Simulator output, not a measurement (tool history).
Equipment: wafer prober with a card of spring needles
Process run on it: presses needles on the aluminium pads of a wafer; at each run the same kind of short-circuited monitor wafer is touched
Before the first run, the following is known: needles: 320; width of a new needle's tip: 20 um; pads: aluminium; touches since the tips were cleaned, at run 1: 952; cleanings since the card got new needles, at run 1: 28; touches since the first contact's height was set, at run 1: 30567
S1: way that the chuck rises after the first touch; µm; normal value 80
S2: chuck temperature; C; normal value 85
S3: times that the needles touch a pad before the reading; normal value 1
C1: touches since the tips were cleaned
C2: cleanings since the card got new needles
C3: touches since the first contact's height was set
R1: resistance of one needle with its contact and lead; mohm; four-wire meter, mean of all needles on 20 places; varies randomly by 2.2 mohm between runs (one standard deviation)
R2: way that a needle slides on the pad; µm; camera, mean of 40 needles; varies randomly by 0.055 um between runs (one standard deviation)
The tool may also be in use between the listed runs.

Run 1, day 0.000: usual settings; C1 952; C2 28; C3 30567. Result: R1 263 mohm, R2 19.85 µm.
Run 2, day 0.462: usual settings; C1 3712; C2 28; C3 33327. Result: R1 285 mohm, R2 19.82 µm.
At day 0.746: tips cleaned on abrasive film.
Run 3, day 1.192: usual settings but S3 2; C1 2674; C2 29; C3 37669. Result: R1 263 mohm, R2 19.90 µm.
At day 1.621: tips cleaned on abrasive film.
Run 4, day 1.754: usual settings; C1 783; C2 30; C3 40992. Result: R1 263 mohm, R2 19.81 µm.
Run 5, day 2.200: usual settings; C1 3463; C2 30; C3 43672. Result: R1 285 mohm, R2 19.74 µm.
At day 2.458: tips cleaned on abrasive film.
Run 6, day 2.708: usual settings; C1 1503; C2 31; C3 46671. Result: R1 269 mohm, R2 19.81 µm.
Run 7, day 3.225: usual settings but S3 2; C1 4602; C2 31; C3 49770. Result: R1 272 mohm, R2 19.81 µm.
At day 3.317: tips cleaned on abrasive film.
Run 8, day 4.046: usual settings but S3 2; C1 4333; C2 32; C3 54626. Result: R1 271 mohm, R2 19.80 µm.
At day 4.208: tips cleaned on abrasive film.
Run 9, day 4.592: usual settings but S1 79 µm; C1 2279; C2 33; C3 57871. Result: R1 282 mohm, R2 19.49 µm.
At day 5.046: tips cleaned on abrasive film.
Run 10, day 5.362: usual settings but S1 96 µm; C1 1884; C2 34; C3 62443. Result: R1 261 mohm, R2 23.67 µm.
At day 5.896: tips cleaned on abrasive film.
Run 11, day 5.942: usual settings but S1 96 µm; C1 274; C2 35; C3 65877. Result: R1 245 mohm, R2 23.67 µm.
Run 12, day 6.354: usual settings but S2 59 C; C1 2750; C2 35; C3 68353. Result: R1 280 mohm, R2 19.80 µm.
At day 6.742: tips cleaned on abrasive film.
Run 13, day 6.954: usual settings; C1 1289; C2 36; C3 71921. Result: R1 261 mohm, R2 19.68 µm.
At day 7.638: tips cleaned on abrasive film.
Run 14, day 7.879: usual settings; C1 1456; C2 37; C3 77416. Result: R1 264 mohm, R2 19.71 µm.
At day 8.475: tips cleaned on abrasive film.
Run 15, day 8.750: usual settings; C1 1638; C2 38; C3 82581. Result: R1 266 mohm, R2 19.65 µm.
Run 16, day 9.225: usual settings; C1 4478; C2 38; C3 85421. Result: R1 292 mohm, R2 19.58 µm.
At day 9.354: tips cleaned on abrasive film.
At day 10.204: tips cleaned on abrasive film.
Run 17, day 10.204: usual settings; C1 24; C2 40; C3 91239. Result: R1 247 mohm, R2 19.65 µm.
Run 18, day 11.021: usual settings; C1 4893; C2 40; C3 96108. Result: R1 294 mohm, R2 19.59 µm.
At day 11.117: tips cleaned on abrasive film.
Run 19, day 11.533: usual settings but S1 75 µm, S3 2; C1 2494; C2 41; C3 99138. Result: R1 270 mohm, R2 18.34 µm.
At day 11.992: tips cleaned on abrasive film.
Run 20, day 12.354: usual settings but S1 75 µm, S3 2; C1 2156; C2 42; C3 104012. Result: R1 261 mohm, R2 18.30 µm.
At day 12.883: tips cleaned on abrasive film.
Run 21, day 13.000: usual settings but S1 63 µm, S3 3; C1 700; C2 43; C3 107866. Result: R1 259 mohm, R2 15.28 µm.
At day 13.775: tips cleaned on abrasive film.
Run 22, day 13.958: usual settings but S1 63 µm, S3 3; C1 1097; C2 44; C3 113558. Result: R1 260 mohm, R2 15.07 µm.
Run 23, day 14.375: usual settings but S1 63 µm, S3 3; C1 3581; C2 44; C3 116042. Result: R1 276 mohm, R2 15.23 µm.
At day 14.633: tips cleaned on abrasive film.
Run 24, day 15.242: usual settings but S1 79 µm, S2 32 C; C1 3627; C2 45; C3 121198. Result: R1 286 mohm, R2 19.22 µm.
At day 15.550: tips cleaned on abrasive film.
Run 25, day 15.958: usual settings but S1 79 µm, S2 79 C; C1 2438; C2 46; C3 125458. Result: R1 275 mohm, R2 19.26 µm.
Run 26, day 16.367: usual settings but S1 73 µm; C1 4869; C2 46; C3 127889. Result: R1 311 mohm, R2 17.64 µm.
At day 16.454: tips cleaned on abrasive film.
At day 16.467: height of the first contact set anew.
Run 27, day 17.162: usual settings but S2 118 C; C1 4153; C2 47; C3 4153. Result: R1 296 mohm, R2 20.03 µm.
At day 17.346: tips cleaned on abrasive film.
Run 28, day 17.829: usual settings but S1 77 µm, S2 65 C, S3 2; C1 2877; C2 48; C3 8111. Result: R1 270 mohm, R2 19.33 µm.
At day 18.179: tips cleaned on abrasive film.
Run 29, day 18.379: usual settings but S1 77 µm, S2 92 C; C1 1179; C2 49; C3 11366. Result: R1 270 mohm, R2 19.34 µm.
Run 30, day 19.004: usual settings but S1 77 µm, S2 92 C; C1 4931; C2 49; C3 15118. Result: R1 304 mohm, R2 19.23 µm.
At day 19.075: tips cleaned on abrasive film.
Run 31, day 19.579: usual settings but S1 79 µm, S2 52 C; C1 2996; C2 50; C3 18505. Result: R1 276 mohm, R2 19.81 µm.
At day 19.954: tips cleaned on abrasive film.
Run 32, day 19.988: usual settings but S1 66 µm, S2 38 C; C1 199; C2 51; C3 20942. Result: R1 245 mohm, R2 16.50 µm.
Run 33, day 20.512: usual settings but S1 66 µm, S2 38 C; C1 3336; C2 51; C3 24079. Result: R1 302 mohm, R2 16.45 µm.

Predict each of these 4 candidate next runs independently; none follows another, all start after run 33:
At day 20.788: tips cleaned on abrasive film.
Run A, day 21.346: usual settings but S1 66 µm, S2 35 C; C1 3338; C2 52; C3 29023. Result: R1 ?, R2 ?.
At day 20.788: tips cleaned on abrasive film.
Run B, day 21.346: usual settings but S1 66 µm, S2 116 C; C1 3338; C2 52; C3 29023. Result: R1 ?, R2 ?.
At day 20.788: tips cleaned on abrasive film.
Run C, day 21.346: usual settings but S1 63 µm, S2 81 C, S3 2; C1 3338; C2 52; C3 29023. Result: R1 ?, R2 ?.
At day 20.788: tips cleaned on abrasive film.
Run D, day 21.346: usual settings but S1 71 µm, S2 28 C, S3 2; C1 3338; C2 52; C3 29023. Result: R1 ?, R2 ?.

run   R1     R2
  A  299  16.48
  B  306  16.46
  C  280  15.71
  D  263  17.69
With no hidden state in the tool, these same runs would have given:
run   R1     R2
  A  233  16.61
  B  249  16.59
  C  240  15.84
  D  228  17.82
